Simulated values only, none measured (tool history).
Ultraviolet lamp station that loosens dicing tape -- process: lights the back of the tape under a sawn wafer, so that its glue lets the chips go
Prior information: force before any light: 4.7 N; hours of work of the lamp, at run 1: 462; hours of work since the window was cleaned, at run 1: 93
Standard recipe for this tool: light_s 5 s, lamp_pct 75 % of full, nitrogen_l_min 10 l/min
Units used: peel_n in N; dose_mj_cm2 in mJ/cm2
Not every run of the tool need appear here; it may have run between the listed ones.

| run | hour | light_s | lamp_pct | nitrogen_l_min | hours of work of the lamp | hours of work since the window was cleaned | peel_n | dose_mj_cm2 |
|---|---|---|---|---|---|---|---|---|
| 1 | 0.0 | 5 | 75 | 10 | 462 | 93 | 0.579 | 240 |
| 2 | 10.4 | 5 | 75 | 4 | 469 | 100 | 1.095 | 238 |
| 3 | 22.4 | 5 | 75 | 4 | 477 | 108 | 1.070 | 239 |
| 4 | 38.5 | 5 | 89 | 4 | 488 | 119 | 0.858 | 284 |
| 5 | 53.5 | 5 | 89 | 4 | 498 | 129 | 0.809 | 283 |
| 6 | 61.1 | 5 | 89 | 4 | 503 | 135 | 0.836 | 283 |
| 7 | 73.2 | 5 | 62 | 10 | 512 | 143 | 0.809 | 199 |
| 8 | 83.7 | 5 | 75 | 11 | 519 | 150 | 0.508 | 237 |
| 9 | 98.2 | 5 | 75 | 11 | 529 | 160 | 0.530 | 238 |
| 10 | 115.2 | 5 | 75 | 19 | 540 | 172 | 0.355 | 236 |
| 11 | 124.1 | 5 | 75 | 19 | 546 | 178 | 0.354 | 241 |
| 12 | 131.9 | 5 | 75 | 19 | 552 | 183 | 0.354 | 239 |
| 13 | 143.4 | 5 | 75 | 19 | 560 | 191 | 0.356 | 241 |
| 14 | 155.1 | 5 | 75 | 19 | 568 | 199 | 0.334 | 240 |
| 15 | 171.4 | 5 | 75 | 19 | 579 | 210 | 0.347 | 238 |
| 16 | 179.0 | 4 | 75 | 10 | 584 | 215 | 0.848 | 191 |
| 17 | 191.0 | 4 | 75 | 10 | 592 | 223 | 0.872 | 190 |
| 18 | 200.1 | 4 | 75 | 10 | 598 | 230 | 0.876 | 191 |
| 19 | 212.3 | 4 | 75 | 10 | 607 | 238 | 0.879 | 190 |
| 20 | 222.1 | 4 | 75 | 10 | 613 | 245 | 0.896 | 192 |
| 21 | 236.7 | 5 | 75 | 4 | 623 | 255 | 1.106 | 237 |
| 22 | 250.8 | 5 | 75 | 10 | 633 | 264 | 0.575 | 244 |
| 23 | 262.3 | 5 | 75 | 10 | 641 | 272 | 0.576 | 236 |
| 24 | 278.6 | 5 | 65 | 20 | 652 | 283 | 0.467 | 206 |
| 25 | 291.6 | 6 | 84 | 3 | 661 | 292 | 0.842 | 319 |
| 26 | 301.8 | 4 | 89 | 5 | 668 | 299 | 1.069 | 227 |
| 27 | 318.6 | 4 | 89 | 5 | 679 | 311 | 1.017 | 226 |
| 28 | 329.5 | 4 | 89 | 5 | 687 | 318 | 0.998 | 225 |
| 29 | 342.1 | 4 | 89 | 5 | 696 | 327 | 1.019 | 224 |
| 30 | 358.3 | 3 | 89 | 5 | 707 | 338 | 1.498 | 173 |
|  | 372.2 | window cleaned of glue's vapour |
| 31 | 372.4 | 6 | 83 | 13 | 716 | 0 | 0.235 | 320 |
| 32 | 380.2 | 6 | 83 | 13 | 721 | 5 | 0.249 | 318 |
| 33 | 395.0 | 6 | 83 | 13 | 731 | 16 | 0.236 | 317 |
| 34 | 403.4 | 6 | 83 | 13 | 737 | 21 | 0.244 | 322 |
| 35 | 413.2 | 2 | 83 | 8 | 744 | 28 | 1.959 | 105 |
| 36 | 430.3 | 5 | 75 | 20 | 756 | 40 | 0.331 | 240 |
| 37 | 442.5 | 5 | 75 | 20 | 764 | 48 | 0.341 | 241 |
| 38 | 458.1 | 5 | 75 | 20 | 775 | 59 | 0.337 | 239 |
| 39 | 468.3 | 3 | 80 | 16 | 782 | 66 | 0.964 | 149 |
| 40 | 485.0 | 2 | 75 | 10 | 793 | 77 | 1.949 | 95 |
| 41 | 495.1 | 2 | 95 | 14 | 800 | 84 | 1.422 | 119 |
| 42 | 504.1 | 3 | 92 | 18 | 806 | 90 | 0.717 | 174 |
| 43 | 517.5 | 3 | 92 | 18 | 815 | 99 | 0.711 | 177 |
| 44 | 527.1 | 5 | 91 | 18 | 822 | 106 | 0.216 | 290 |
| 45 | 543.1 | 5 | 60 | 5 | 833 | 117 | 1.305 | 191 |

Hidden state at the last listed run before each entry between runs and at the first one after, where it differs:
After run 30, before run 31: window cleaned of glue's vapour (hour 372.2)
  light that the window lets through, % of a clean one's: 99.8 -> 100
